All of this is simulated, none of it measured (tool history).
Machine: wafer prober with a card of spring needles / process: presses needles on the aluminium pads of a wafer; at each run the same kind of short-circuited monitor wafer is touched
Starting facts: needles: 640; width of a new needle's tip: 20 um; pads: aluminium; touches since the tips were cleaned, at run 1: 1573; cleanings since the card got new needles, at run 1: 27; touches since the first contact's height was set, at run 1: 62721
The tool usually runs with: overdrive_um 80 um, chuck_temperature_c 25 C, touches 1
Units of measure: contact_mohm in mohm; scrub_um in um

run   hour  overdrive_um  chuck_temperature_c  touches  touches since the tips were cleaned  cleanings since the card got new needles  touches since the first contact's height was set  contact_mohm  scrub_um
  1    0.0            80                   25        1                                 1573                                        27                                             62721           181     18.19
       1.0  -- tips cleaned on abrasive film
       4.8  -- tips cleaned on abrasive film
       9.5  -- tips cleaned on abrasive film
      14.2  -- tips cleaned on abrasive film
      18.1  -- tips cleaned on abrasive film
  2   18.1            80                   25        1                                    0                                        32                                             72169           154     18.24
      22.8  -- tips cleaned on abrasive film
      26.6  -- tips cleaned on abrasive film
  3   30.1            79                   25        1                                 1877                                        34                                             78500           192     17.99
      31.1  -- tips cleaned on abrasive film
      34.9  -- tips cleaned on abrasive film
      39.5  -- tips cleaned on abrasive film
      40.7  -- height of the first contact set anew
      44.5  -- tips cleaned on abrasive film
      49.1  -- tips cleaned on abrasive film
  4   49.1            80                   59        1                                    7                                        39                                              4436           164     18.57
      53.0  -- tips cleaned on abrasive film
      56.8  -- tips cleaned on abrasive film
      61.4  -- tips cleaned on abrasive film
      65.5  -- tips cleaned on abrasive film
  5   65.5            80                   59        1                                    0                                        43                                             13001           161     18.53
      70.1  -- tips cleaned on abrasive film
      73.9  -- tips cleaned on abrasive film
  6   76.9            80                   59        1                                 1611                                        45                                             19033           189     18.45
      77.9  -- tips cleaned on abrasive film
      79.0  -- tips cleaned on abrasive film, once more
      83.7  -- tips cleaned on abrasive film
      88.3  -- tips cleaned on abrasive film
      92.9  -- tips cleaned on abrasive film
  7   96.4            80                  111        1                                 1868                                        50                                             29221           198     18.44
      97.4  -- tips cleaned on abrasive film
     101.2  -- tips cleaned on abrasive film
     105.9  -- tips cleaned on abrasive film
  8  106.9            80                  111        1                                  557                                        53                                             34727           181     18.46
     109.8  -- tips cleaned on abrasive film
     114.5  -- tips cleaned on abrasive film
     119.1  -- tips cleaned on abrasive film
     123.8  -- tips cleaned on abrasive film
  9  125.9            80                   25        1                                 1120                                        57                                             44698           179     18.40
     127.8  -- tips cleaned on abrasive film
     132.5  -- tips cleaned on abrasive film
     137.2  -- tips cleaned on abrasive film
     141.3  -- tips cleaned on abrasive film
 10  141.3            95                   25        1                                    0                                        61                                             52786           155     21.94
     145.9  -- tips cleaned on abrasive film
     150.6  -- tips cleaned on abrasive film
 11  152.4            95                   25        1                                  938                                        63                                             58619           167     21.82
     155.2  -- tips cleaned on abrasive film
     159.8  -- tips cleaned on abrasive film
     164.3  -- tips cleaned on abrasive film
     168.9  -- tips cleaned on abrasive film
 12  171.8            62                   25        1                                 1532                                        67                                             68819           201     14.09
     172.7  -- tips cleaned on abrasive film
     176.5  -- tips cleaned on abrasive film
     180.6  -- tips cleaned on abrasive film
 13  180.6            62                   25        1                                    0                                        70                                             73406           161     14.13
     185.3  -- tips cleaned on abrasive film
     189.1  -- tips cleaned on abrasive film
     193.8  -- tips cleaned on abrasive film
 14  196.6            65                  106        1                                 1522                                        73                                             81857           214     14.63
     197.6  -- tips cleaned on abrasive film
     200.7  -- height of the first contact set anew
     201.7  -- tips cleaned on abrasive film
     205.5  -- tips cleaned on abrasive film
 15  205.9            65                  106        1                                  194                                        76                                              2669           180     15.15
     209.6  -- tips cleaned on abrasive film
     214.4  -- tips cleaned on abrasive film
     219.1  -- tips cleaned on abrasive film
 16  222.3            87                   39        2                                 1767                                        79                                             11366           171     20.34
     223.4  -- tips cleaned on abrasive film
     228.0  -- tips cleaned on abrasive film
     232.7  -- tips cleaned on abrasive film
 17  233.2            80                   39        1                                  276                                        82                                             17024           165     18.54
     237.0  -- tips cleaned on abrasive film
     240.7  -- tips cleaned on abrasive film
     245.4  -- tips cleaned on abrasive film
     249.2  -- tips cleaned on abrasive film
 18  250.6            60                   25        1                                  712                                        86                                             26150           189     13.74
     253.4  -- tips cleaned on abrasive film
     257.2  -- tips cleaned on abrasive film
     261.9  -- tips cleaned on abrasive film
     265.7  -- tips cleaned on abrasive film
 19  268.9            62                   25        1                                 1729                                        90                                             35794           210     14.29
     269.9  -- tips cleaned on abrasive film
     274.6  -- tips cleaned on abrasive film
     278.4  -- tips cleaned on abrasive film
     283.1  -- tips cleaned on abrasive film
     287.7  -- tips cleaned on abrasive film
 20  289.7            62                   46        2                                 1055                                        95                                             46701           182     14.24
     291.6  -- tips cleaned on abrasive film
     296.3  -- tips cleaned on abrasive film
     301.0  -- tips cleaned on abrasive film
 21  302.5            62                   46        2                                  800                                        98                                             53417           185     14.19
     305.4  -- tips cleaned on abrasive film
     309.1  -- tips cleaned on abrasive film
     313.8  -- tips cleaned on abrasive film
 22  315.6            62                   46        2                                  960                                       101                                             60315           179     14.09
     318.5  -- tips cleaned on abrasive film
     322.3  -- tips cleaned on abrasive film
     326.9  -- tips cleaned on abrasive film
     330.7  -- tips cleaned on abrasive film
 23  331.9            80                   38        2                                  659                                       105                                             68848           165     18.25
     334.8  -- tips cleaned on abrasive film
     338.6  -- tips cleaned on abrasive film
     343.3  -- tips cleaned on abrasive film
     347.0  -- tips cleaned on abrasive film
 24  350.1            80                   38        2                                 1660                                       109                                             78428           177     18.19
     351.2  -- tips cleaned on abrasive film
     354.9  -- tips cleaned on abrasive film
     359.6  -- tips cleaned on abrasive film
     360.9  -- height of the first contact set anew
     364.6  -- tips cleaned on abrasive film
     369.3  -- tips cleaned on abrasive film
 25  371.0            78                   72        2                                  895                                       114                                              5349           178     18.10
     373.9  -- tips cleaned on abrasive film
     377.7  -- tips cleaned on abrasive film
     382.3  -- tips cleaned on abrasive film
     386.1  -- tips cleaned on abrasive film
 26  389.2            78                   72        2                                 1655                                       118                                             14890           183     18.02

4 ways to go on from here, each from the tool as it stands after run 26. What would each give?
     390.2  -- tips cleaned on abrasive film
     394.9  -- tips cleaned on abrasive film
     398.7  -- tips cleaned on abrasive film
     402.5  -- tips cleaned on abrasive film
     407.2  -- tips cleaned on abrasive film
  A  408.8            75                   65        2                                  851                                       123                                             25145             ?         ?
     390.2  -- tips cleaned on abrasive film
     394.9  -- tips cleaned on abrasive film
     398.7  -- tips cleaned on abrasive film
     402.5  -- tips cleaned on abrasive film
     407.2  -- tips cleaned on abrasive film
  B  408.8            81                   60        1                                  851                                       123                                             25145             ?         ?
     390.2  -- tips cleaned on abrasive film
     394.9  -- tips cleaned on abrasive film
     398.7  -- tips cleaned on abrasive film
     402.5  -- tips cleaned on abrasive film
     407.2  -- tips cleaned on abrasive film
  C  408.8            97                   81        2                                  851                                       123                                             25145             ?         ?
     390.2  -- tips cleaned on abrasive film
     394.9  -- tips cleaned on abrasive film
     398.7  -- tips cleaned on abrasive film
     402.5  -- tips cleaned on abrasive film
     407.2  -- tips cleaned on abrasive film
  D  408.8            67                   63        2                                  851                                       123                                             25145             ?         ?

run  contact_mohm  scrub_um
  A           175     17.31
  B           178     18.76
  C           168     22.35
  D           180     15.49
Had the tool no hidden state, the same runs would have come out as:
run  contact_mohm  scrub_um
  A           162     17.42
  B           159     18.88
  C           159     22.47
  D           163     15.61
